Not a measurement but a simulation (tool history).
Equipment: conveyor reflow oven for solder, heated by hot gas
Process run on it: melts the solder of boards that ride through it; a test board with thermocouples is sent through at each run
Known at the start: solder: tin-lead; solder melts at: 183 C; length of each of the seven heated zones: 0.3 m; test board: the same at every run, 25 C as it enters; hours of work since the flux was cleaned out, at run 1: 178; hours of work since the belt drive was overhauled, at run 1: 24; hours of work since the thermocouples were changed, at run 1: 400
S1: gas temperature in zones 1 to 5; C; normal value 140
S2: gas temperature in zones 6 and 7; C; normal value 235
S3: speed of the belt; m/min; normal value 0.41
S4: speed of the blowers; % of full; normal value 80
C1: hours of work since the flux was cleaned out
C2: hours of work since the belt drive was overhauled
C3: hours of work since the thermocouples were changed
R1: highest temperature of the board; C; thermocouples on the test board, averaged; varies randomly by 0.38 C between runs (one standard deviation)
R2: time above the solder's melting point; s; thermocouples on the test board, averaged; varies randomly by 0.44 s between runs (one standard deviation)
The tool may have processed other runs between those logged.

run   hour   S1   S2     S3  S4   C1   C2   C3     R1    R2
  1      0  140  235   0.41  80  178   24  400  213.5  63.2
  2   10.1  140  235   0.41  66  182   28  405  211.2  58.3
  3   21.1  140  235   0.41  80  187   33  409  214.9  62.6
  4   28.4  140  235   0.41  80  190   36  413  214.1  62.6
  5   36.7  133  235   0.41  80  194   40  416  212.4  58.4
  6   46.1  138  235   0.41  80  198   44  420  213.6  61.1
  7   51.5  140  238   0.41  80  200   47  423    217  64.5
  8   56.8  140  235   0.41  80  202   49  425  213.5  62.5
  9   67.6  140  235   0.41  80  207   54  430  213.9  63.1
      73.7  -- flux residue cleaned out of gas plates and filters
 10   82.7  140  235  0.386  80    4   58  434  213.6    66
 11   91.8  153  237  0.468  63    8   62  438  207.1  51.2
 12   98.6  153  237  0.468  63   11   65  441  206.8    51
 13  108.7  145  223  0.344  61   15   69  446  204.2  65.5
 14    117  147  232  0.402  57   19   73  449  206.6  56.2
 15  128.4  128  235  0.347  69   24   78  454  212.4  66.9
 16  139.9  128  235  0.347  69   29   83  459    213  67.9
     146.6  -- flux residue cleaned out of gas plates and filters, once more
 17    153  155  240  0.369  56    3   87  463    221  85.3
 18  164.4  155  238  0.451  66    8   92  468    216  63.6
 19  174.8  126  235  0.419  75   12   96  472  211.4  54.4
 20  184.3  126  235  0.419  75   17  100  477  211.5  53.8

Forecast each of these 4 alternatives for the next run:
  A  194.6  147  244   0.41  69  21  105  481   ?   ?
  B  194.6  132  235  0.469  63  21  105  481   ?   ?
  C  194.6  140  235  0.364  80  21  105  481   ?   ?
  D  194.6  126  247  0.439  75  21  105  481   ?   ?

run     R1    R2
  A  222.3  73.6
  B  204.5  40.3
  C  220.5  78.6
  D  219.8  58.7
Without the tool's unlogged condition, the same runs would have read:
run     R1    R2
  A  223.4  74.3
  B  205.6  41.5
  C  221.7  79.4
  D    221  59.5
